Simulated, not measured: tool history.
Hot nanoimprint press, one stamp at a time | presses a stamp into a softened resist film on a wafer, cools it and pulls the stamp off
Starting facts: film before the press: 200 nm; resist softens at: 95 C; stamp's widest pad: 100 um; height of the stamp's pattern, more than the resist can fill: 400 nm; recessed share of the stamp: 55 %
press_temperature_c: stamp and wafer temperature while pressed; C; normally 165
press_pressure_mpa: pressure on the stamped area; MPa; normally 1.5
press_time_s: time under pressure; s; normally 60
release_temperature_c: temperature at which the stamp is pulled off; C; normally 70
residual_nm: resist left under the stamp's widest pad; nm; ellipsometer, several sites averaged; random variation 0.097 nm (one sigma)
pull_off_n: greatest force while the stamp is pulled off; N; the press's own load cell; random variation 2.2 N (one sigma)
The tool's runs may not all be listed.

run	hour	press_temperature_c	press_pressure_mpa	press_time_s	release_temperature_c	residual_nm	pull_off_n
1	0	165	1.5	60	70	78.58	99
2	11.6	165	1.5	60	70	78.73	99
3	20.8	165	1.5	60	70	78.41	102
4	31	165	1.5	113	70	62.02	101
5	52.3	174	1.5	60	70	61.86	100
6	66.5	165	1.5	60	62	78.38	118
7	79	165	1.5	60	62	78.18	120
8	97.4	172	1.91	60	61	56.73	121

Estimate the outcome of run 9 from the log above:
# hour 107.7: plate thermocouple calibrated
9	114.2	177	1.91	34	61	?	?

Run 9 measured residual_nm 62.13 nm, pull_off_n 122 N.
The same run, on a tool lacking any hidden state, would have yielded residual_nm 62.42 nm, pull_off_n 121 N.

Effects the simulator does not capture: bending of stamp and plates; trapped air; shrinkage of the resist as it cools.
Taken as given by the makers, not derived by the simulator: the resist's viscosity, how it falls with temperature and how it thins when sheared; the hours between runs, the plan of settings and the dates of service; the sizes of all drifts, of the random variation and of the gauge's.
